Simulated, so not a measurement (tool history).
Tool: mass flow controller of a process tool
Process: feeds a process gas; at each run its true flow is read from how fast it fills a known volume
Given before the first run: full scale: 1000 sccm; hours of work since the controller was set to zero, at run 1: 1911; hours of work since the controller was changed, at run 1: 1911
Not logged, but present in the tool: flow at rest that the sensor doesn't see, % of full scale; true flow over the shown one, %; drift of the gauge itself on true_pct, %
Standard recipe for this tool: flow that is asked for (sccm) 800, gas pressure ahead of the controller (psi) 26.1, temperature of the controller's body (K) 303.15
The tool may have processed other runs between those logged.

| run | hour | flow that is asked for (sccm) | gas pressure ahead of the controller (psi) | temperature of the controller's body (K) | hours of work since the controller was set to zero | hours of work since the controller was changed | true flow (%) |
|---|---|---|---|---|---|---|---|
| 1 | 0.0 | 800 | 26.1 | 303.15 | 1911 | 1911 | 99.54 |
| 2 | 96.2 | 800 | 26.1 | 303.15 | 1973 | 1973 | 99.40 |
| 3 | 183.2 | 800 | 26.1 | 303.15 | 2028 | 2028 | 99.39 |
| 4 | 280.0 | 193 | 26.1 | 303.15 | 2090 | 2090 | 98.08 |
| 5 | 413.3 | 193 | 26.1 | 303.15 | 2175 | 2175 | 98.17 |
| 6 | 517.3 | 193 | 26.1 | 303.15 | 2241 | 2241 | 98.27 |
| 7 | 643.1 | 193 | 26.1 | 303.15 | 2322 | 2322 | 98.17 |
| 8 | 798.2 | 193 | 26.1 | 303.15 | 2421 | 2421 | 98.11 |
| 9 | 930.8 | 800 | 26.1 | 303.15 | 2505 | 2505 | 99.38 |
| 10 | 1083.4 | 800 | 26.1 | 303.15 | 2603 | 2603 | 99.30 |
| 11 | 1238.7 | 800 | 26.1 | 295.15 | 2702 | 2702 | 98.74 |
|  | 1251.1 | controller's zero set anew |
| 12 | 1338.1 | 800 | 26.1 | 295.15 | 55 | 2765 | 98.80 |
| 13 | 1445.5 | 800 | 26.1 | 295.15 | 124 | 2833 | 98.73 |
| 14 | 1573.1 | 360 | 26.1 | 312.15 | 205 | 2915 | 99.23 |
|  | 1592.2 | controller's zero set anew, once more |
| 15 | 1653.9 | 360 | 22.2 | 294.15 | 39 | 2966 | 96.77 |
| 16 | 1797.4 | 360 | 22.2 | 294.15 | 131 | 3057 | 96.82 |
| 17 | 1918.4 | 242 | 32.8 | 301.15 | 208 | 3135 | 96.90 |
| 18 | 1984.1 | 242 | 32.8 | 301.15 | 250 | 3177 | 96.93 |
| 19 | 2059.9 | 692 | 30.6 | 303.15 | 298 | 3225 | 98.57 |
| 20 | 2191.1 | 692 | 30.6 | 303.15 | 382 | 3309 | 98.47 |
| 21 | 2276.5 | 244 | 24.4 | 293.15 | 437 | 3363 | 96.37 |
| 22 | 2424.3 | 269 | 26.1 | 303.15 | 531 | 3458 | 97.24 |
| 23 | 2494.0 | 568 | 22.0 | 296.15 | 575 | 3502 | 97.63 |
| 24 | 2567.2 | 888 | 32.9 | 307.15 | 622 | 3549 | 99.35 |
| 25 | 2659.9 | 800 | 34.4 | 305.15 | 681 | 3608 | 98.88 |

Results per run with the tool's hidden condition removed, run-to-run variation unchanged:
| run | true flow (%) |
|---|---|
| 1 | 99.86 |
| 2 | 99.73 |
| 3 | 99.73 |
| 4 | 97.63 |
| 5 | 97.70 |
| 6 | 97.78 |
| 7 | 97.66 |
| 8 | 97.58 |
| 9 | 99.79 |
| 10 | 99.72 |
| 11 | 99.17 |
| 12 | 99.09 |
| 13 | 99.03 |
| 14 | 98.93 |
| 15 | 97.54 |
| 16 | 97.60 |
| 17 | 97.63 |
| 18 | 97.65 |
| 19 | 99.40 |
| 20 | 99.31 |
| 21 | 97.07 |
| 22 | 97.95 |
| 23 | 98.48 |
| 24 | 100.24 |
| 25 | 99.78 |

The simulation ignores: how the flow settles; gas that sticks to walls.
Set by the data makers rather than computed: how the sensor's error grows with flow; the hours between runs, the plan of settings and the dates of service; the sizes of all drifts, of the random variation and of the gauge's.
